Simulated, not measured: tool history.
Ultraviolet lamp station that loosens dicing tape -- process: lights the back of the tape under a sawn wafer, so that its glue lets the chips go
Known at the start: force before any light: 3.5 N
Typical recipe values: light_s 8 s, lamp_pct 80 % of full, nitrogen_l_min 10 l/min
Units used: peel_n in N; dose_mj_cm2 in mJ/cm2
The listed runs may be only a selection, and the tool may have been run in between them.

run 1 hour=0 | light_s=8 lamp_pct=80 nitrogen_l_min=10 | peel_n=0.468 dose_mj_cm2=257
run 2 hour=8.5 | light_s=8 lamp_pct=80 nitrogen_l_min=10 | peel_n=0.475 dose_mj_cm2=248
run 3 hour=15 | light_s=8 lamp_pct=94 nitrogen_l_min=10 | peel_n=0.39 dose_mj_cm2=294
run 4 hour=23.7 | light_s=4 lamp_pct=80 nitrogen_l_min=10 | peel_n=1.135 dose_mj_cm2=125
run 5 hour=33.7 | light_s=8 lamp_pct=80 nitrogen_l_min=10 | peel_n=0.486 dose_mj_cm2=250
run 6 hour=43.1 | light_s=8 lamp_pct=80 nitrogen_l_min=10 | peel_n=0.476 dose_mj_cm2=254
run 7 hour=55 | light_s=8 lamp_pct=80 nitrogen_l_min=10 | peel_n=0.486 dose_mj_cm2=248
run 8 hour=63 | light_s=8 lamp_pct=80 nitrogen_l_min=10 | peel_n=0.488 dose_mj_cm2=247
run 9 hour=69.9 | light_s=11 lamp_pct=63 nitrogen_l_min=5 | peel_n=0.61 dose_mj_cm2=269
run 10 hour=80.2 | light_s=5 lamp_pct=76 nitrogen_l_min=5 | peel_n=1.247 dose_mj_cm2=149
run 11 hour=94.7 | light_s=5 lamp_pct=76 nitrogen_l_min=5 | peel_n=1.255 dose_mj_cm2=146
run 12 hour=104.6 | light_s=5 lamp_pct=84 nitrogen_l_min=12 | peel_n=0.804 dose_mj_cm2=160
run 13 hour=117.7 | light_s=5 lamp_pct=84 nitrogen_l_min=12 | peel_n=0.816 dose_mj_cm2=157
run 14 hour=123.8 | light_s=5 lamp_pct=84 nitrogen_l_min=12 | peel_n=0.798 dose_mj_cm2=159

For some of the steps in peel_n from one run to the next: how much would appear even if the tool had no hidden state, given the settings, what came in and random variation, and how much remains for the hidden state plus any gauge scatter that the measured result and the result without hidden state don't share?
Hidden conditions of the tool in this case: lamp's light, % of a new lamp's; light that the window lets through, % of a clean one's; drift of the gauge itself on peel_n, %; drift of the gauge itself on dose_mj_cm2, %.
Run 3 -> 4: light_s 8 -> 4, lamp_pct 94 -> 80. peel_n +0.745 N: hidden state +0.074, all else +0.671.
